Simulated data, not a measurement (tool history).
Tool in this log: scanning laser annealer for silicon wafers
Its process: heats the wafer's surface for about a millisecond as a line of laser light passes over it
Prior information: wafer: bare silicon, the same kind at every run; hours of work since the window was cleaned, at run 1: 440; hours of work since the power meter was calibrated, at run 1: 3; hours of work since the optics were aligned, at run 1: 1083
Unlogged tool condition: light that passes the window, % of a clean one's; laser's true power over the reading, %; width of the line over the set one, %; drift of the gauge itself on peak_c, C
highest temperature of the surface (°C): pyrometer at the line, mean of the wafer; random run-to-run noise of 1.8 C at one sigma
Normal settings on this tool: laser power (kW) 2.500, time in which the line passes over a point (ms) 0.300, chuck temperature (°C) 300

run,hour,laser power (kW),time in which the line passes over a point (ms),chuck temperature (°C),hours of work since the window was cleaned,hours of work since the power meter was calibrated,hours of work since the optics were aligned,highest temperature of the surface (°C)
1,0.0,2.500,0.300,300,440,3,1083,1039
2,19.1,2.500,0.300,300,452,16,1095,1035
3,34.2,2.500,0.300,300,462,25,1104,1036
4,60.6,2.500,0.300,300,478,42,1121,1035
5,72.6,2.500,0.300,300,486,50,1129,1037
6,87.5,2.500,0.300,300,496,60,1139,1035
7,110.0,2.500,0.300,300,510,74,1153,1032
8,130.8,2.500,0.361,300,523,87,1166,1112
# hour 140.7: window over the wafer cleaned
9,147.1,2.500,0.300,300,4,96,1176,1065
10,166.0,2.500,0.300,300,16,109,1188,1063
11,185.8,2.500,0.300,300,29,121,1200,1064
12,208.1,2.500,0.300,300,43,136,1215,1059
13,232.1,2.500,0.300,300,59,151,1230,1060
14,246.5,2.500,0.300,300,68,160,1239,1059
15,272.4,2.500,0.300,300,84,177,1256,1058
16,288.9,2.500,0.300,329,95,187,1266,1084
17,313.3,2.500,0.300,329,111,203,1282,1085
# hour 318.5: laser's power meter calibrated
18,330.3,2.500,0.300,329,120,8,1291,1084
19,355.8,2.500,0.300,329,136,24,1307,1083
20,376.5,2.500,0.300,329,149,37,1321,1081
21,393.4,2.500,0.300,329,160,48,1331,1076
22,410.6,2.693,0.260,273,171,59,1342,1033
23,424.9,2.693,0.312,263,180,68,1352,1098
# hour 437.3: laser's power meter calibrated, once more
24,447.3,2.564,0.230,263,193,6,1364,932
25,465.4,2.578,0.289,336,204,18,1376,1100
26,483.8,2.578,0.262,315,216,30,1387,1035
27,496.3,2.587,0.284,299,224,38,1395,1060
28,521.2,2.587,0.284,299,240,54,1411,1057
# hour 544.3: optics aligned, line set to its width
29,545.0,2.587,0.270,315,252,66,0,1063
30,565.2,2.587,0.221,315,265,79,13,983
31,585.7,2.289,0.300,333,278,92,27,1016
32,606.8,2.143,0.318,322,292,105,40,977
33,618.2,2.143,0.210,317,299,113,47,837
34,638.9,2.143,0.210,317,312,126,61,835
35,651.1,2.605,0.300,300,320,134,68,1096
36,664.3,2.605,0.300,279,328,142,77,1072
37,675.5,2.605,0.300,279,336,149,84,1073
38,689.2,2.421,0.300,281,344,158,93,1009
39,714.0,2.478,0.287,291,360,174,109,1019
40,726.0,2.243,0.365,300,368,182,116,1038

Below are 5 alternative next runs, each starting from the tool's condition after run 40. Predict each:
A,746.7,2.202,0.226,310,381,195,130,?
B,746.7,2.493,0.258,328,381,195,130,?
C,746.7,2.626,0.224,275,381,195,130,?
D,746.7,2.641,0.300,300,381,195,130,?
E,746.7,2.228,0.300,300,381,195,130,?

run,highest temperature of the surface (°C)
A,864
B,1018
C,951
D,1104
E,957
With the hidden condition removed and each run's random variation left untouched, the same runs would have given:
run,highest temperature of the surface (°C)
A,882
B,1040
C,973
D,1130
E,978
